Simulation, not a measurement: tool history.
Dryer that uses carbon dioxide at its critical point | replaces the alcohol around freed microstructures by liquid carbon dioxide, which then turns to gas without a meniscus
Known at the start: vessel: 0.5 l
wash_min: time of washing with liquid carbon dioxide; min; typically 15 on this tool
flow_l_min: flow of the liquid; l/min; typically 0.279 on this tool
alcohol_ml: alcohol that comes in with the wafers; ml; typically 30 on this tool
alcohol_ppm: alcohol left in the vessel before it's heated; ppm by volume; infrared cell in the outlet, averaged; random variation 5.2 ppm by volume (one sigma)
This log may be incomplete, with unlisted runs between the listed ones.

run 1 hour=0 | wash_min=15 flow_l_min=0.279 alcohol_ml=30 | alcohol_ppm=177
run 2 hour=61.1 | wash_min=10 flow_l_min=0.279 alcohol_ml=30 | alcohol_ppm=1124
run 3 hour=109.6 | wash_min=13 flow_l_min=0.279 alcohol_ml=30 | alcohol_ppm=393
run 4 hour=156.4 | wash_min=15 flow_l_min=0.279 alcohol_ml=30 | alcohol_ppm=234
run 5 hour=191.8 | wash_min=15 flow_l_min=0.428 alcohol_ml=30 | alcohol_ppm=86
run 6 hour=246.7 | wash_min=15 flow_l_min=0.279 alcohol_ml=30 | alcohol_ppm=283
run 7 hour=289.8 | wash_min=15 flow_l_min=0.279 alcohol_ml=30 | alcohol_ppm=302
-- hour=305.6 inlet filter changed
run 8 hour=354.2 | wash_min=15 flow_l_min=0.279 alcohol_ml=30 | alcohol_ppm=187
run 9 hour=394.5 | wash_min=22 flow_l_min=0.279 alcohol_ml=30 | alcohol_ppm=121
run 10 hour=438.2 | wash_min=15 flow_l_min=0.178 alcohol_ml=30 | alcohol_ppm=1255
run 11 hour=509.9 | wash_min=15 flow_l_min=0.237 alcohol_ml=30 | alcohol_ppm=446
run 12 hour=581.5 | wash_min=15 flow_l_min=0.237 alcohol_ml=30 | alcohol_ppm=484
run 13 hour=649.3 | wash_min=15 flow_l_min=0.237 alcohol_ml=30 | alcohol_ppm=543
run 14 hour=706.3 | wash_min=15 flow_l_min=0.237 alcohol_ml=30 | alcohol_ppm=603
run 15 hour=741 | wash_min=15 flow_l_min=0.407 alcohol_ml=30 | alcohol_ppm=166
run 16 hour=804.4 | wash_min=15 flow_l_min=0.407 alcohol_ml=30 | alcohol_ppm=176
run 17 hour=835.2 | wash_min=15 flow_l_min=0.407 alcohol_ml=30 | alcohol_ppm=175
-- hour=852.6 inlet filter changed
run 18 hour=874.7 | wash_min=15 flow_l_min=0.407 alcohol_ml=30 | alcohol_ppm=168
run 19 hour=925.6 | wash_min=15 flow_l_min=0.279 alcohol_ml=46 | alcohol_ppm=320
run 20 hour=965 | wash_min=15 flow_l_min=0.279 alcohol_ml=46 | alcohol_ppm=331
run 21 hour=1001.2 | wash_min=15 flow_l_min=0.279 alcohol_ml=46 | alcohol_ppm=342

The next listed run, before its measurement:
run 22 hour=1069.9 | wash_min=22 flow_l_min=0.32 alcohol_ml=40 | alcohol_ppm=?

Run 22 produced alcohol_ppm 180 ppm by volume.
Without the tool's hidden state the same run would have given alcohol_ppm 0 ppm by volume.

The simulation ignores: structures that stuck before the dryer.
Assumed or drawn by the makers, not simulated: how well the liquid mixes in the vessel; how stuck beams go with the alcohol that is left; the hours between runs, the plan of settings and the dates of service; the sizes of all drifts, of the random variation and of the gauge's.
